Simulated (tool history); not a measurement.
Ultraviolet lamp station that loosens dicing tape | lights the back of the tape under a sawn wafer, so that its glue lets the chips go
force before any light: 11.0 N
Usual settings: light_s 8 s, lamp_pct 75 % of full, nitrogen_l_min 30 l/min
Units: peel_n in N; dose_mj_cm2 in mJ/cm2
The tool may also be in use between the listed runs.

run   hour  light_s  lamp_pct  nitrogen_l_min  peel_n  dose_mj_cm2
  1      0        8        75              30   0.354          359
       6.3  -- window cleaned of glue's vapour
  2   27.1        7        75              30   0.449          317
  3   47.6        7        75              30   0.457          315
  4   61.5        7        75              17   0.618          313
  5   74.6        8        75              31   0.367          359
  6   88.8        8        75              31   0.367          366
  7  115.3        5        75              30   0.971          228
  8  127.5        5        75              30    0.96          227
  9    142        8        78              30   0.338          375
 10  155.1        7        75              30   0.466          312
 11  180.7        7        75              30   0.476          317
 12  208.7        7        75              30   0.454          317
 13  236.9        8        75              30   0.378          365
 14  251.1        8        75              30   0.361          357
 15  274.5        8        75              30   0.361          368
 16  302.3        8        75              13   0.532          358
 17  317.4        8        75              13   0.536          366
 18  336.4        8        75              13   0.545          356
 19  355.9        8        75              13   0.525          362
 20  376.7       14        75              30   0.208          626
 21    398        8        75              30    0.36          364
 22  420.1        8        75              30   0.357          363
 23  443.5        5        98              18   0.671          296
 24  457.5       10        73              13    0.37          441
 25  485.9        8        68              11   0.763          326
 26  512.6        4        87              41   0.969          208
 27  529.9        4        87              41   0.983          215
 28  544.8        8        79              16   0.459          380
 29  556.8        8        79              16   0.435          378
 30  576.3        8        79              41   0.299          380
 31  595.3        8        79              41   0.308          378
     609.7  -- window cleaned of glue's vapour
 32  615.9        7        74              30   0.495          312
 33  630.2        7        77              30    0.45          323
 34  642.3       15        75              10   0.247          678
 35  668.9       16        83              24   0.226          793
 36  691.1        5        83              24   0.847          249

Run 37 comes next. What will it give?
 37  708.9        5        83              24       ?            ?

Run 37 gave peel_n 0.844 N, dose_mj_cm2 253 mJ/cm2.
Without the tool's hidden state the same run would have given peel_n 0.842 N, dose_mj_cm2 254 mJ/cm2.
